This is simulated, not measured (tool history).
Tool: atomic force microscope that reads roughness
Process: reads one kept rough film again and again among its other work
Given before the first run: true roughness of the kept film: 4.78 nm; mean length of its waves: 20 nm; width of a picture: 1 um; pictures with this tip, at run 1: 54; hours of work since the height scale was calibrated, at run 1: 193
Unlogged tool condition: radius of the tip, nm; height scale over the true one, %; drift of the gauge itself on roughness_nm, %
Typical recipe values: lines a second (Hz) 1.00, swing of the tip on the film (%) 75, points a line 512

run	hour	lines a second (Hz)	swing of the tip on the film (%)	points a line	pictures with this tip	hours of work since the height scale was calibrated	roughness of the kept film (nm (root mean square))
1	0.0	1.00	75	512	54	193	3.238
# hour 4.8: new tip fitted
2	8.7	1.00	75	773	8	197	3.278
3	17.3	1.00	75	594	24	202	3.272
4	24.4	0.58	75	512	37	206	3.362
5	28.9	1.00	75	512	45	209	3.263
6	36.3	1.00	75	422	59	213	3.260
# hour 38.6: new tip fitted
7	44.4	1.00	75	422	10	217	3.264
8	50.9	1.00	75	422	23	221	3.241
9	60.0	1.00	75	422	40	226	3.273
10	70.0	1.00	75	422	59	232	3.250
# hour 72.9: new tip fitted
11	76.7	1.00	75	422	7	235	3.258
12	82.2	1.00	58	512	17	238	3.456
13	90.3	1.00	58	512	32	243	3.432
14	95.4	1.00	75	816	42	246	3.284
15	103.5	1.00	76	512	57	250	3.262
# hour 106.8: new tip fitted
16	109.2	1.00	76	512	5	253	3.270
17	113.4	1.00	76	512	13	256	3.249
18	123.2	1.00	76	512	31	261	3.266
19	131.0	1.00	76	512	46	265	3.249
20	136.7	1.00	76	512	56	269	3.235
# hour 140.4: new tip fitted
21	145.7	1.00	75	512	10	273	3.258
22	154.9	1.00	75	512	28	279	3.278
23	161.3	1.00	75	512	40	282	3.269
24	170.1	1.00	75	512	56	287	3.252
# hour 174.1: new tip fitted
25	176.0	1.00	75	512	3	290	3.270
26	180.6	1.00	75	512	12	293	3.294
27	185.2	1.00	75	512	20	295	3.281
28	191.6	2.58	55	454	32	299	3.321
29	197.5	0.95	64	512	43	302	3.392
30	205.8	0.95	64	512	59	307	3.415
# hour 207.8: new tip fitted
31	211.3	0.95	64	594	6	310	3.414
32	217.1	0.59	71	594	17	313	3.416
33	222.4	0.59	71	594	27	316	3.441
34	230.6	1.24	58	389	43	321	3.393
35	240.4	1.24	78	494	61	326	3.141
# hour 241.5: new tip fitted
36	250.8	0.53	79	512	17	332	3.377
37	255.5	0.53	79	512	26	334	3.365
38	264.7	1.00	62	657	44	339	3.424

What does the tool deliver on the next run?
39	272.8	1.00	62	657	59	344	?

roughness of the kept film (nm (root mean square)): 3.414
Minus the tool's unlogged condition, the same run would have read roughness of the kept film (nm (root mean square)) 3.423.
